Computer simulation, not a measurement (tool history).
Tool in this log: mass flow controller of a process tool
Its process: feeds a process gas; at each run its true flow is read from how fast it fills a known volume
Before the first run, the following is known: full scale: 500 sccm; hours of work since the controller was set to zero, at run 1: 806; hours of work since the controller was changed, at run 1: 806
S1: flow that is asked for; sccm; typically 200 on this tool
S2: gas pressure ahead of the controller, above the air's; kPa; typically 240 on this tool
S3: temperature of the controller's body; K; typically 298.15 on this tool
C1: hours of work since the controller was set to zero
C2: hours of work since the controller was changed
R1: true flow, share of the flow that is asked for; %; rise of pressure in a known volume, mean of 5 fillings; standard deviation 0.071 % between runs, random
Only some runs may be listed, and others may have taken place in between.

run,hour,S1,S2,S3,C1,C2,R1
1,0.0,200,240,298.15,806,806,99.52
2,75.3,200,240,298.15,840,840,99.60
3,158.8,200,240,301.15,878,878,99.77
4,231.8,200,240,310.15,911,911,100.40
5,312.7,200,240,313.15,948,948,100.50
6,383.3,200,240,313.15,980,980,100.56
7,434.9,200,240,298.15,1003,1003,99.56
8,469.7,200,240,300.15,1019,1019,99.69
9,532.9,200,240,300.15,1047,1047,99.71
10,609.5,200,240,298.15,1082,1082,99.60
11,646.0,200,240,298.15,1099,1099,99.57
12,722.4,200,240,298.15,1133,1133,99.52
13,799.2,200,240,298.15,1168,1168,99.53
14,867.9,200,240,298.15,1199,1199,99.57
15,944.2,200,240,298.15,1234,1234,99.60
16,1008.1,200,240,298.15,1263,1263,99.51
17,1062.1,200,240,298.15,1287,1287,99.62
18,1113.3,200,178,298.15,1310,1310,99.65
19,1165.2,200,178,298.15,1334,1334,99.70
20,1236.5,200,240,298.15,1366,1366,99.62
21,1281.7,200,240,298.15,1386,1386,99.43
22,1319.8,200,240,298.15,1404,1404,99.44
23,1358.9,200,264,298.15,1421,1421,99.52
24,1437.1,200,240,297.15,1457,1457,99.39
25,1514.5,200,207,296.15,1492,1492,99.42
26,1577.8,200,207,296.15,1521,1521,99.61
27,1630.3,436,207,301.15,1544,1544,100.46
28,1671.3,436,207,301.15,1563,1563,100.38
29,1727.1,436,207,301.15,1588,1588,100.28
30,1802.8,436,207,301.15,1622,1622,100.38
31,1871.4,200,279,305.15,1653,1653,99.88
32,1935.2,200,279,305.15,1682,1682,99.96
33,2015.9,200,279,305.15,1719,1719,100.06
34,2064.4,200,279,305.15,1741,1741,99.76
35,2128.5,200,279,305.15,1770,1770,99.96
36,2168.3,51,254,299.15,1788,1788,97.99
37,2219.9,420,192,295.15,1811,1811,99.96
38,2264.7,208,141,298.15,1831,1831,99.60
39,2329.9,59,141,312.15,1861,1861,99.23
40,2380.6,59,141,312.15,1884,1884,99.21
41,2452.3,59,141,312.15,1916,1916,99.26
42,2527.7,83,220,306.15,1951,1951,99.22
43,2570.2,369,176,313.15,1970,1970,101.24
44,2608.6,130,176,313.15,1987,1987,100.31
45,2692.4,130,176,313.15,2025,2025,100.21
46,2735.7,294,227,301.15,2045,2045,99.91
47,2809.2,294,227,301.15,2078,2078,99.95
48,2870.8,65,228,303.15,2106,2106,98.56

Below are 4 alternative next runs, each starting from the tool's condition after run 48. Predict each:
A,2952.7,54,218,298.15,2143,2143,?
B,2952.7,365,228,307.15,2143,2143,?
C,2952.7,65,228,299.15,2143,2143,?
D,2952.7,65,228,311.15,2143,2143,?

run,R1
A,97.93
B,100.61
C,98.29
D,99.21
Had the tool no hidden state, the same runs would have come out as:
run,R1
A,99.38
B,100.36
C,99.40
D,100.32
